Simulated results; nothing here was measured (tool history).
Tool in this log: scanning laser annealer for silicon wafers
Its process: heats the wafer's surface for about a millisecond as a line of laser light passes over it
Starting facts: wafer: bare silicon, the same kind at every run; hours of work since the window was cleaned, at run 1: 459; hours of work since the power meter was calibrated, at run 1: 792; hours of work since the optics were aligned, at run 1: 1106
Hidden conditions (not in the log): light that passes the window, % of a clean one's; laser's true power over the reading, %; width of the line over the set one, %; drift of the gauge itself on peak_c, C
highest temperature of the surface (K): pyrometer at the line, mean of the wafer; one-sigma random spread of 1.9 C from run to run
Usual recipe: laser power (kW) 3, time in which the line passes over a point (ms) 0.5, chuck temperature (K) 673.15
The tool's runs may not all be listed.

run   hour  laser power (kW)  time in which the line passes over a point (ms)  chuck temperature (K)  hours of work since the window was cleaned  hours of work since the power meter was calibrated  hours of work since the optics were aligned  highest temperature of the surface (K)
  1      0                 3                                              0.5                 673.15                                         459                                                 792                                         1106                                 1460.15
      21.4  -- optics aligned, line set to its width
  2   35.7                 3                                              0.5                 675.15                                         478                                                 811                                            9                                 1478.15
  3   56.7                 3                                              0.5                 675.15                                         491                                                 824                                           22                                 1476.15
  4   80.4                 3                                              0.5                 673.15                                         506                                                 839                                           37                                 1473.15
  5   98.9                 3                                            0.609                 673.15                                         518                                                 851                                           49                                 1548.15
  6  113.2                 3                                            0.609                 673.15                                         527                                                 860                                           58                                 1548.15
  7  138.9             3.201                                            0.609                 673.15                                         543                                                 876                                           74                                 1601.15
  8  155.5             3.201                                            0.609                 673.15                                         554                                                 887                                           84                                 1603.15
     178.4  -- window over the wafer cleaned
  9  178.4             2.609                                              0.5                 673.15                                           0                                                 900                                           98                                 1397.15
 10  207.2             2.609                                              0.5                 673.15                                          18                                                 918                                          116                                 1394.15
 11  222.8                 3                                              0.5                 673.15                                          28                                                 928                                          125                                 1496.15
 12  238.2                 3                                              0.5                 673.15                                          38                                                 937                                          135                                 1494.15
 13  260.9                 3                                              0.5                 687.15                                          52                                                 952                                          150                                 1508.15
 14    280                 3                                            0.423                 673.15                                          64                                                 964                                          162                                 1432.15
 15  296.7                 3                                            0.423                 673.15                                          74                                                 974                                          172                                 1429.15
 16  317.5             2.564                                              0.5                 673.15                                          88                                                 987                                          185                                 1381.15
 17  332.1                 3                                              0.5                 673.15                                          97                                                 996                                          194                                 1492.15
 18  351.4                 3                                              0.5                 673.15                                         109                                                1009                                          207                                 1489.15
 19  377.6                 3                                            0.392                 673.15                                         125                                                1025                                          223                                 1402.15
 20  396.6                 3                                            0.392                 673.15                                         137                                                1037                                          235                                 1406.15
 21    421                 3                                            0.351                 676.15                                         153                                                1052                                          250                                 1368.15
 22  445.5                 3                                            0.351                 676.15                                         168                                                1068                                          266                                 1366.15
 23  464.3                 3                                            0.351                 676.15                                         180                                                1080                                          278                                 1366.15
 24  487.8             2.612                                              0.5                 690.15                                         195                                                1095                                          292                                 1402.15
 25  519.7             2.612                                              0.5                 690.15                                         215                                                1115                                          312                                 1402.15
 26  549.6              2.91                                            0.421                 690.15                                         234                                                1133                                          331                                 1417.15
 27  579.7             2.597                                            0.361                 701.15                                         253                                                1152                                          350                                 1308.15
 28  599.7              3.14                                            0.397                 675.15                                         265                                                1165                                          363                                 1431.15
 29  620.1             2.687                                            0.419                 679.15                                         278                                                1178                                          376                                 1349.15
 30  634.5              3.12                                              0.5                 655.15                                         287                                                1187                                          385                                 1489.15
 31  648.6              3.12                                              0.5                 655.15                                         296                                                1196                                          394                                 1489.15
 32  669.9              3.12                                              0.5                 655.15                                         309                                                1209                                          407                                 1490.15
 33  687.4              3.12                                            0.595                 709.15                                         320                                                1220                                          418                                 1615.15
 34  714.8             2.846                                            0.432                 709.15                                         338                                                1237                                          435                                 1423.15
 35  736.2               2.8                                            0.409                 673.15                                         351                                                1251                                          449                                 1359.15
 36  759.7             3.265                                              0.5                 673.15                                         366                                                1266                                          464                                 1533.15
 37  788.8             3.161                                              0.5                 703.15                                         384                                                1284                                          482                                 1543.15
 38  814.4             3.161                                              0.5                 703.15                                         400                                                1300                                          498                                 1540.15
 39  836.6                 3                                              0.5                 681.15                                         414                                                1314                                          512                                 1477.15
 40  853.1             2.777                                              0.5                 673.15                                         425                                                1325                                          522                                 1412.15

Hidden condition of the tool, last listed run before each entry between runs versus first listed run after:
From run 1 to run 2: optics aligned, line set to its width (hour 21.4)
  light that passes the window, % of a clean one's: 96.61 -> 96.45; laser's true power over the reading, %: 0.09 -> 0.1; width of the line over the set one, %: 5.14 -> 0.35
  measured minus no-state result, highest temperature of the surface (K): -44 -> -28
From run 8 to run 9: window over the wafer cleaned (hour 178.4)
  light that passes the window, % of a clean one's: 95.84 -> 99.53; width of the line over the set one, %: 0.65 -> 0.7
  measured minus no-state result, highest temperature of the surface (K): -39 -> -5
